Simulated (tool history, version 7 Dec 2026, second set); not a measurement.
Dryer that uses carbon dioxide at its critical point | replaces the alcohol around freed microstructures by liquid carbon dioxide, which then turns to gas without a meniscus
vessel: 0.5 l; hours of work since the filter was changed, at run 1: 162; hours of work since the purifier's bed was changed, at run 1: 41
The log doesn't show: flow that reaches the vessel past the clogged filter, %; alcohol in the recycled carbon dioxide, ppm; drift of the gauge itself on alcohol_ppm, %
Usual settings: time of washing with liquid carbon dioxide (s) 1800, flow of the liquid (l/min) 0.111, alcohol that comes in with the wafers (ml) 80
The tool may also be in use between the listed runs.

| run | hour | time of washing with liquid carbon dioxide (s) | flow of the liquid (l/min) | alcohol that comes in with the wafers (ml) | hours of work since the filter was changed | hours of work since the purifier's bed was changed | alcohol left in the vessel before it's heated (ppm by volume) |
|---|---|---|---|---|---|---|---|
| 1 | 0 | 1800 | 0.111 | 80 | 162 | 41 | 1427 |
| 2 | 38.2 | 1800 | 0.111 | 80 | 186 | 65 | 1482 |
| 3 | 86.7 | 1800 | 0.111 | 80 | 215 | 94 | 1475 |
| 4 | 122 | 1800 | 0.111 | 80 | 237 | 116 | 1479 |
| 5 | 159.2 | 1800 | 0.111 | 80 | 259 | 139 | 1508 |
| 6 | 184 | 1440 | 0.111 | 80 | 275 | 154 | 3834 |
| 7 | 214.3 | 1440 | 0.111 | 80 | 293 | 172 | 3817 |
| 8 | 263.1 | 1440 | 0.111 | 80 | 323 | 202 | 3947 |
| 9 | 303.6 | 1440 | 0.111 | 80 | 348 | 227 | 3995 |
| 10 | 335.9 | 1800 | 0.111 | 80 | 367 | 246 | 1525 |
| 11 | 371.7 | 1320 | 0.111 | 80 | 389 | 268 | 5344 |
| 12 | 415.5 | 1800 | 0.111 | 78 | 416 | 295 | 1534 |
| 13 | 436.4 | 1800 | 0.111 | 108 | 429 | 308 | 2181 |
| 14 | 469.7 | 1800 | 0.111 | 108 | 449 | 328 | 2213 |
| 15 | 514.8 | 1800 | 0.111 | 108 | 477 | 356 | 2172 |
| 16 | 552.4 | 1800 | 0.111 | 108 | 500 | 379 | 2260 |
| 17 | 579.1 | 1800 | 0.111 | 108 | 516 | 395 | 2305 |
| 18 | 609.3 | 1800 | 0.129 | 80 | 534 | 413 | 807 |
| 19 | 649.3 | 1500 | 0.121 | 69 | 559 | 438 | 2293 |
| 20 | 693.8 | 1800 | 0.072 | 108 | 586 | 465 | 11758 |
|  | 712.1 | inlet filter changed |
| 21 | 737.7 | 1140 | 0.111 | 80 | 16 | 491 | 7705 |
| 22 | 770.2 | 1140 | 0.111 | 80 | 35 | 511 | 7856 |
| 23 | 795.8 | 2820 | 0.111 | 80 | 51 | 527 | 114 |
| 24 | 826 | 2820 | 0.111 | 80 | 70 | 545 | 121 |
| 25 | 870.1 | 1200 | 0.111 | 67 | 96 | 572 | 5691 |
| 26 | 909.2 | 2340 | 0.089 | 81 | 120 | 596 | 1208 |
| 27 | 939.3 | 2340 | 0.089 | 81 | 139 | 614 | 1213 |
| 28 | 973.5 | 2040 | 0.137 | 57 | 160 | 635 | 189 |
| 29 | 1008.1 | 2040 | 0.137 | 57 | 181 | 656 | 186 |
| 30 | 1027.9 | 1800 | 0.111 | 21 | 193 | 668 | 415 |
| 31 | 1054.7 | 1800 | 0.111 | 21 | 209 | 685 | 433 |

Hidden state or all else? Some run-to-run changes of alcohol left in the vessel before it's heated (ppm by volume), split into what the settings, what came in and random variation would give without the hidden state, and what is left for the hidden state (with any gauge scatter that isn't in both results):
Run 10 -> 11: time of washing with liquid carbon dioxide (s) 1800 -> 1320. alcohol left in the vessel before it's heated (ppm by volume) +3819: hidden state +456, all else +3363.
Run 19 -> 20: time of washing with liquid carbon dioxide (s) 1500 -> 1800, flow of the liquid (l/min) 0.121 -> 0.072, alcohol that comes in with the wafers (ml) 69 -> 108. alcohol left in the vessel before it's heated (ppm by volume) +9465: hidden state +1460, all else +8005.
Run 20 -> 21: time of washing with liquid carbon dioxide (s) 1800 -> 1140, flow of the liquid (l/min) 0.072 -> 0.111, alcohol that comes in with the wafers (ml) 108 -> 80, inlet filter changed. alcohol left in the vessel before it's heated (ppm by volume) -4053: hidden state -1846, all else -2207.
Run 22 -> 23: time of washing with liquid carbon dioxide (s) 1140 -> 2820. alcohol left in the vessel before it's heated (ppm by volume) -7742: hidden state -144, all else -7598.
Run 24 -> 25: time of washing with liquid carbon dioxide (s) 2820 -> 1200, alcohol that comes in with the wafers (ml) 80 -> 67. alcohol left in the vessel before it's heated (ppm by volume) +5570: hidden state +208, all else +5362.
